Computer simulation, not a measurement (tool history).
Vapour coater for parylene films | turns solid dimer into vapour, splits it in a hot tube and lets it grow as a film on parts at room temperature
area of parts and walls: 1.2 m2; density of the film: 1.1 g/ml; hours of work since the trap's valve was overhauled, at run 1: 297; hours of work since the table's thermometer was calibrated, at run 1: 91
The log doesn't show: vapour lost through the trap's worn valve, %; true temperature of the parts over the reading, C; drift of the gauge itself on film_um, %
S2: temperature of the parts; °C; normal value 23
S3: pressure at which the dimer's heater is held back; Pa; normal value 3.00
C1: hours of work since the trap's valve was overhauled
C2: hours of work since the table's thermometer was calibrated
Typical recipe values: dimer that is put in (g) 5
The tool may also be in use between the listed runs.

{"run": 1, "hour": 0.0, "dimer that is put in (g)": 5, "S2": 23, "S3": 3.0, "C1": 297, "C2": 91, "thickness of the film (um)": 2.21}
{"run": 2, "hour": 32.2, "dimer that is put in (g)": 5, "S2": 23, "S3": 3.0, "C1": 326, "C2": 120, "thickness of the film (um)": 2.13}
{"run": 3, "hour": 75.4, "dimer that is put in (g)": 5, "S2": 23, "S3": 3.0, "C1": 364, "C2": 158, "thickness of the film (um)": 2.16}
{"hour": 94.1, "done": "trap's valve overhauled"}
{"run": 4, "hour": 108.2, "dimer that is put in (g)": 5, "S2": 23, "S3": 3.0, "C1": 12, "C2": 183, "thickness of the film (um)": 2.38}
{"run": 5, "hour": 136.4, "dimer that is put in (g)": 5, "S2": 23, "S3": 3.0, "C1": 37, "C2": 208, "thickness of the film (um)": 2.32}
{"run": 6, "hour": 171.7, "dimer that is put in (g)": 5, "S2": 23, "S3": 3.0, "C1": 69, "C2": 239, "thickness of the film (um)": 2.31}
{"run": 7, "hour": 211.5, "dimer that is put in (g)": 5, "S2": 27, "S3": 2.21, "C1": 104, "C2": 275, "thickness of the film (um)": 2.04}
{"run": 8, "hour": 250.6, "dimer that is put in (g)": 5, "S2": 27, "S3": 2.21, "C1": 138, "C2": 309, "thickness of the film (um)": 2.05}
{"run": 9, "hour": 287.6, "dimer that is put in (g)": 9, "S2": 26, "S3": 3.04, "C1": 171, "C2": 342, "thickness of the film (um)": 3.66}
{"run": 10, "hour": 320.1, "dimer that is put in (g)": 5, "S2": 17, "S3": 3.0, "C1": 200, "C2": 371, "thickness of the film (um)": 2.59}
{"run": 11, "hour": 340.9, "dimer that is put in (g)": 4, "S2": 17, "S3": 2.15, "C1": 218, "C2": 389, "thickness of the film (um)": 2.14}

What if the next run were any one of these 3? Each begins from the tool's condition after run 11:
{"run": "A", "hour": 381.1, "dimer that is put in (g)": 7, "S2": 21, "S3": 6.12, "C1": 254, "C2": 424, "thickness of the film (um)": "?"}
{"run": "B", "hour": 381.1, "dimer that is put in (g)": 5, "S2": 15, "S3": 2.15, "C1": 254, "C2": 424, "thickness of the film (um)": "?"}
{"run": "C", "hour": 381.1, "dimer that is put in (g)": 4, "S2": 23, "S3": 9.15, "C1": 254, "C2": 424, "thickness of the film (um)": "?"}

run=A thickness_of_the_film_(um)=3.09
run=B thickness_of_the_film_(um)=2.80
run=C thickness_of_the_film_(um)=1.60
Take away the tool's hidden state, keep each run's random variation, and the runs would have read:
run=A thickness_of_the_film_(um)=3.36
run=B thickness_of_the_film_(um)=3.05
run=C thickness_of_the_film_(um)=1.74
